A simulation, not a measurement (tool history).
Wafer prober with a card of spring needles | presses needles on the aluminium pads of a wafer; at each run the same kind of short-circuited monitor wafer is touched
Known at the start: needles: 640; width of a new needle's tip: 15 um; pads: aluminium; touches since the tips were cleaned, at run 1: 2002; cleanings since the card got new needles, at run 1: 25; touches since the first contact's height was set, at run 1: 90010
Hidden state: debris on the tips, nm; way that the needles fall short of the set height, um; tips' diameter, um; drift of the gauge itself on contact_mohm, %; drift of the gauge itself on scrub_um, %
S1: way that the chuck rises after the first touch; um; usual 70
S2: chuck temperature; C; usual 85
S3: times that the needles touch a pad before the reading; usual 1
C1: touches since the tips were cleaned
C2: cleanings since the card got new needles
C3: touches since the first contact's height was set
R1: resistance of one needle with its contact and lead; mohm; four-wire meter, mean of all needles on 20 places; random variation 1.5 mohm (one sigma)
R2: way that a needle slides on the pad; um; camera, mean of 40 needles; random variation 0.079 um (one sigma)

| run | hour | S1 | S2 | S3 | C1 | C2 | C3 | R1 | R2 |
|---|---|---|---|---|---|---|---|---|---|
| 1 | 0.0 | 70 | 85 | 1 | 2002 | 25 | 90010 | 151 | 16.18 |
|  | 3.7 | tips cleaned on abrasive film |
| 2 | 11.9 | 70 | 85 | 1 | 2920 | 26 | 94213 | 156 | 16.30 |
|  | 13.4 | tips cleaned on abrasive film |
| 3 | 19.8 | 70 | 85 | 1 | 2279 | 27 | 96998 | 154 | 16.25 |
|  | 22.4 | tips cleaned on abrasive film |
|  | 32.1 | tips cleaned on abrasive film |
| 4 | 36.8 | 70 | 85 | 1 | 1683 | 29 | 103024 | 149 | 16.28 |
|  | 41.2 | tips cleaned on abrasive film |
| 5 | 46.6 | 70 | 85 | 1 | 1955 | 30 | 106492 | 156 | 16.26 |
|  | 50.5 | tips cleaned on abrasive film |
|  | 60.0 | tips cleaned on abrasive film |
| 6 | 60.2 | 70 | 85 | 1 | 71 | 32 | 111264 | 135 | 16.10 |
| 7 | 68.5 | 70 | 85 | 1 | 3036 | 32 | 114229 | 157 | 16.15 |
|  | 69.9 | tips cleaned on abrasive film |
| 8 | 77.0 | 70 | 85 | 1 | 2532 | 33 | 117237 | 154 | 16.11 |
|  | 79.0 | tips cleaned on abrasive film |
|  | 88.0 | tips cleaned on abrasive film |
| 9 | 88.0 | 70 | 85 | 1 | 0 | 35 | 121094 | 133 | 15.88 |
|  | 97.1 | tips cleaned on abrasive film |
| 10 | 105.5 | 70 | 85 | 2 | 3003 | 36 | 127322 | 152 | 16.05 |
|  | 106.5 | tips cleaned on abrasive film |
| 11 | 115.3 | 70 | 85 | 2 | 3147 | 37 | 130790 | 150 | 15.95 |
|  | 117.0 | tips cleaned on abrasive film |
| 12 | 124.3 | 70 | 85 | 2 | 2580 | 38 | 133951 | 148 | 16.03 |
|  | 126.8 | tips cleaned on abrasive film |
| 13 | 135.0 | 70 | 85 | 2 | 2924 | 39 | 137758 | 146 | 16.02 |
|  | 136.7 | tips cleaned on abrasive film |
| 14 | 144.2 | 70 | 85 | 2 | 2682 | 40 | 141009 | 146 | 16.12 |
|  | 146.6 | tips cleaned on abrasive film |
|  | 155.6 | tips cleaned on abrasive film |
| 15 | 157.8 | 70 | 85 | 2 | 804 | 42 | 145802 | 140 | 15.83 |
|  | 164.9 | tips cleaned on abrasive film |
|  | 174.1 | tips cleaned on abrasive film |
| 16 | 176.5 | 70 | 85 | 2 | 853 | 44 | 152388 | 140 | 16.05 |
|  | 183.3 | tips cleaned on abrasive film |
| 17 | 187.7 | 70 | 85 | 2 | 1577 | 45 | 156383 | 142 | 15.89 |
|  | 192.4 | tips cleaned on abrasive film |
| 18 | 197.8 | 70 | 72 | 2 | 1930 | 46 | 159944 | 147 | 16.02 |
|  | 201.8 | tips cleaned on abrasive film |
|  | 211.1 | tips cleaned on abrasive film |
| 19 | 211.1 | 70 | 72 | 2 | 0 | 48 | 164635 | 133 | 16.00 |
|  | 220.3 | tips cleaned on abrasive film |
| 20 | 223.7 | 72 | 89 | 1 | 1226 | 49 | 169106 | 147 | 16.29 |
|  | 229.5 | tips cleaned on abrasive film |
| 21 | 233.0 | 75 | 52 | 1 | 1272 | 50 | 172383 | 139 | 16.99 |
|  | 239.1 | tips cleaned on abrasive film |
| 22 | 243.0 | 61 | 26 | 3 | 1380 | 51 | 175917 | 135 | 13.72 |
|  | 248.6 | tips cleaned on abrasive film |
|  | 257.6 | tips cleaned on abrasive film |
| 23 | 260.7 | 61 | 101 | 1 | 1126 | 53 | 182177 | 154 | 13.55 |
|  | 267.0 | tips cleaned on abrasive film |
| 24 | 275.4 | 61 | 101 | 1 | 3003 | 54 | 187403 | 171 | 13.71 |
|  | 276.4 | tips cleaned on abrasive film |
| 25 | 283.7 | 70 | 26 | 2 | 2603 | 55 | 190299 | 143 | 15.70 |
|  | 286.2 | tips cleaned on abrasive film |
| 26 | 292.3 | 70 | 85 | 2 | 2195 | 56 | 193366 | 148 | 15.73 |
|  | 295.5 | tips cleaned on abrasive film |
|  | 299.0 | height of the first contact set anew |
| 27 | 300.8 | 84 | 32 | 2 | 1800 | 57 | 633 | 134 | 19.97 |
|  | 305.4 | tips cleaned on abrasive film |
| 28 | 308.5 | 70 | 67 | 2 | 1117 | 58 | 3355 | 136 | 16.48 |
|  | 315.9 | tips cleaned on abrasive film |
| 29 | 322.8 | 70 | 36 | 1 | 2471 | 59 | 8424 | 152 | 16.56 |
|  | 325.1 | tips cleaned on abrasive film |
|  | 334.5 | tips cleaned on abrasive film |
| 30 | 340.0 | 70 | 36 | 1 | 1971 | 61 | 14498 | 147 | 16.61 |
|  | 344.5 | tips cleaned on abrasive film |
| 31 | 347.8 | 65 | 67 | 1 | 1174 | 62 | 17257 | 148 | 15.34 |

5 ways to go on from here, each from the tool as it stands after run 31. What would each give?
|  | 354.0 | tips cleaned on abrasive film |
| A | 356.5 | 86 | 67 | 2 | 883 | 63 | 20313 | ? | ? |
|  | 354.0 | tips cleaned on abrasive film |
| B | 356.5 | 69 | 105 | 1 | 883 | 63 | 20313 | ? | ? |
|  | 354.0 | tips cleaned on abrasive film |
| C | 356.5 | 55 | 85 | 1 | 883 | 63 | 20313 | ? | ? |
|  | 354.0 | tips cleaned on abrasive film |
| D | 356.5 | 70 | 38 | 1 | 883 | 63 | 20313 | ? | ? |
|  | 354.0 | tips cleaned on abrasive film |
| E | 356.5 | 70 | 85 | 3 | 883 | 63 | 20313 | ? | ? |

| run | R1 | R2 |
|---|---|---|
| A | 135 | 20.27 |
| B | 149 | 16.21 |
| C | 151 | 12.96 |
| D | 137 | 16.37 |
| E | 137 | 16.46 |
Without the tool's hidden state the same runs would have given:
| run | R1 | R2 |
|---|---|---|
| A | 130 | 20.36 |
| B | 137 | 16.30 |
| C | 134 | 13.05 |
| D | 126 | 16.46 |
| E | 133 | 16.56 |
